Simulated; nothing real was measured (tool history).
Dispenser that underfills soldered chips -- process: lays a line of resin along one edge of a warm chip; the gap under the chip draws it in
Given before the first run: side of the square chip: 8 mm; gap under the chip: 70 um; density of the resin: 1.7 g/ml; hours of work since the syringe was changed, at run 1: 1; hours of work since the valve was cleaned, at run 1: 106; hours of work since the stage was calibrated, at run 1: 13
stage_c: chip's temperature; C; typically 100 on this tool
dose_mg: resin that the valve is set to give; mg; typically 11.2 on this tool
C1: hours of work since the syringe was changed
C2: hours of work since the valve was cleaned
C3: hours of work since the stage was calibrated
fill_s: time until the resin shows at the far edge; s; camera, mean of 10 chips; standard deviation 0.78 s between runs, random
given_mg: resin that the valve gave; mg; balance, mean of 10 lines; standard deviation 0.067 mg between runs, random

run 1 hour=0.0 | stage_c=100 dose_mg=11.2 | C1=1 C2=106 C3=13 | fill_s=73.7 given_mg=10.25
-- hour=2.8 dispensing valve cleaned and set on the balance
run 2 hour=10.3 | stage_c=100 dose_mg=11.2 | C1=6 C2=5 C3=19 | fill_s=90.4 given_mg=11.11
-- hour=12.0 new syringe of resin
-- hour=24.2 new syringe of resin
run 3 hour=28.4 | stage_c=100 dose_mg=11.2 | C1=3 C2=15 C3=30 | fill_s=78.1 given_mg=11.14
-- hour=36.6 new syringe of resin
run 4 hour=41.2 | stage_c=100 dose_mg=11.2 | C1=3 C2=23 C3=37 | fill_s=78.8 given_mg=11.08
-- hour=48.9 new syringe of resin
run 5 hour=52.4 | stage_c=100 dose_mg=11.2 | C1=2 C2=30 C3=44 | fill_s=76.6 given_mg=10.91
-- hour=62.5 new syringe of resin
run 6 hour=66.3 | stage_c=100 dose_mg=11.2 | C1=2 C2=38 C3=52 | fill_s=77.5 given_mg=10.88
-- hour=75.2 new syringe of resin
run 7 hour=82.0 | stage_c=100 dose_mg=11.2 | C1=4 C2=47 C3=62 | fill_s=81.3 given_mg=10.72
-- hour=88.5 new syringe of resin
run 8 hour=92.8 | stage_c=104 dose_mg=11.2 | C1=3 C2=54 C3=68 | fill_s=67.0 given_mg=10.62
-- hour=100.7 new syringe of resin
run 9 hour=103.4 | stage_c=104 dose_mg=11.2 | C1=2 C2=60 C3=74 | fill_s=64.5 given_mg=10.58
run 10 hour=112.2 | stage_c=100 dose_mg=11.2 | C1=7 C2=65 C3=80 | fill_s=91.5 given_mg=10.55
-- hour=113.8 new syringe of resin
-- hour=125.9 new syringe of resin
run 11 hour=126.1 | stage_c=100 dose_mg=11.2 | C1=0 C2=73 C3=88 | fill_s=71.4 given_mg=10.53
-- hour=138.7 new syringe of resin
run 12 hour=142.5 | stage_c=100 dose_mg=11.8 | C1=2 C2=83 C3=98 | fill_s=78.6 given_mg=10.96
-- hour=151.2 new syringe of resin
run 13 hour=154.8 | stage_c=100 dose_mg=11.8 | C1=2 C2=90 C3=105 | fill_s=75.0 given_mg=10.89
run 14 hour=162.5 | stage_c=109 dose_mg=11.8 | C1=7 C2=95 C3=110 | fill_s=62.5 given_mg=10.90
-- hour=163.9 new syringe of resin
run 15 hour=171.7 | stage_c=109 dose_mg=11.8 | C1=5 C2=101 C3=115 | fill_s=57.5 given_mg=10.76
-- hour=177.1 new syringe of resin
-- hour=184.6 dispensing valve cleaned and set on the balance
run 16 hour=188.8 | stage_c=113 dose_mg=11.2 | C1=7 C2=3 C3=125 | fill_s=51.8 given_mg=11.00
-- hour=190.5 new syringe of resin
-- hour=203.3 new syringe of resin
run 17 hour=204.3 | stage_c=113 dose_mg=11.2 | C1=1 C2=12 C3=134 | fill_s=42.0 given_mg=10.95
run 18 hour=214.0 | stage_c=104 dose_mg=14.4 | C1=7 C2=18 C3=140 | fill_s=71.6 given_mg=14.31
-- hour=215.6 new syringe of resin
run 19 hour=226.1 | stage_c=89 dose_mg=14.4 | C1=6 C2=25 C3=147 | fill_s=136.3 given_mg=14.06
-- hour=228.9 new syringe of resin
run 20 hour=239.1 | stage_c=110 dose_mg=13.9 | C1=6 C2=32 C3=155 | fill_s=56.6 given_mg=13.51
-- hour=241.8 new syringe of resin
-- hour=254.5 new syringe of resin
run 21 hour=255.2 | stage_c=100 dose_mg=11.2 | C1=0 C2=42 C3=164 | fill_s=71.0 given_mg=10.73
run 22 hour=265.7 | stage_c=107 dose_mg=12.9 | C1=7 C2=48 C3=170 | fill_s=66.0 given_mg=12.49
-- hour=266.7 new syringe of resin
run 23 hour=276.9 | stage_c=90 dose_mg=14.0 | C1=6 C2=55 C3=177 | fill_s=131.8 given_mg=13.40
-- hour=279.1 new syringe of resin
run 24 hour=288.7 | stage_c=104 dose_mg=11.6 | C1=6 C2=62 C3=184 | fill_s=72.2 given_mg=10.99
-- hour=292.2 new syringe of resin
run 25 hour=301.0 | stage_c=100 dose_mg=10.3 | C1=5 C2=69 C3=191 | fill_s=83.4 given_mg=9.62
-- hour=304.4 new syringe of resin
run 26 hour=310.5 | stage_c=103 dose_mg=13.4 | C1=4 C2=75 C3=197 | fill_s=66.4 given_mg=12.52
-- hour=317.1 new syringe of resin
run 27 hour=324.1 | stage_c=106 dose_mg=12.8 | C1=4 C2=83 C3=205 | fill_s=62.8 given_mg=11.92
-- hour=329.6 new syringe of resin
run 28 hour=332.7 | stage_c=94 dose_mg=13.6 | C1=2 C2=88 C3=210 | fill_s=94.0 given_mg=12.64
-- hour=343.2 new syringe of resin
run 29 hour=348.0 | stage_c=94 dose_mg=13.6 | C1=3 C2=97 C3=219 | fill_s=95.1 given_mg=12.42
-- hour=356.3 new syringe of resin
run 30 hour=358.7 | stage_c=100 dose_mg=10.5 | C1=1 C2=104 C3=226 | fill_s=74.2 given_mg=9.51
-- hour=366.2 dispensing valve cleaned and set on the balance
-- hour=369.9 new syringe of resin
run 31 hour=369.9 | stage_c=112 dose_mg=14.4 | C1=0 C2=2 C3=232 | fill_s=40.4 given_mg=14.49
run 32 hour=379.9 | stage_c=112 dose_mg=14.4 | C1=6 C2=8 C3=238 | fill_s=50.3 given_mg=14.32
-- hour=382.5 new syringe of resin
run 33 hour=393.2 | stage_c=87 dose_mg=10.6 | C1=6 C2=16 C3=246 | fill_s=148.5 given_mg=10.46

How would selected steps in fill_s from run to run divide? Give the signed amount a tool lacking its hidden state would still show from settings, what came in and random variation, and the signed amount left for the hidden state, including any gauge scatter that is not in both of the compared results.
Hidden state present: resin's viscosity, % of fresh resin's; dose that the valve gives, % of what is set; true chip temperature over the reading, C; drift of the gauge itself on fill_s, %; drift of the gauge itself on given_mg, %.
Run 1 -> 2: dispensing valve cleaned and set on the balance. fill_s +16.7 s: hidden state +15.3, all else +1.4.
Run 9 -> 10: stage_c 104 -> 100. fill_s +27.0 s: hidden state +16.6, all else +10.4.
Run 10 -> 11: new syringe of resin, new syringe of resin. fill_s -20.1 s: hidden state -19.6, all else -0.5.
Run 19 -> 20: stage_c 89 -> 110, dose_mg 14.4 -> 13.9, new syringe of resin. fill_s -79.7 s: hidden state -13.4, all else -66.3.
Run 22 -> 23: stage_c 107 -> 90, dose_mg 12.9 -> 14.0, new syringe of resin. fill_s +65.8 s: hidden state +10.3, all else +55.5.
Run 32 -> 33: stage_c 112 -> 87, dose_mg 14.4 -> 10.6, new syringe of resin. fill_s +98.2 s: hidden state +13.5, all else +84.7.
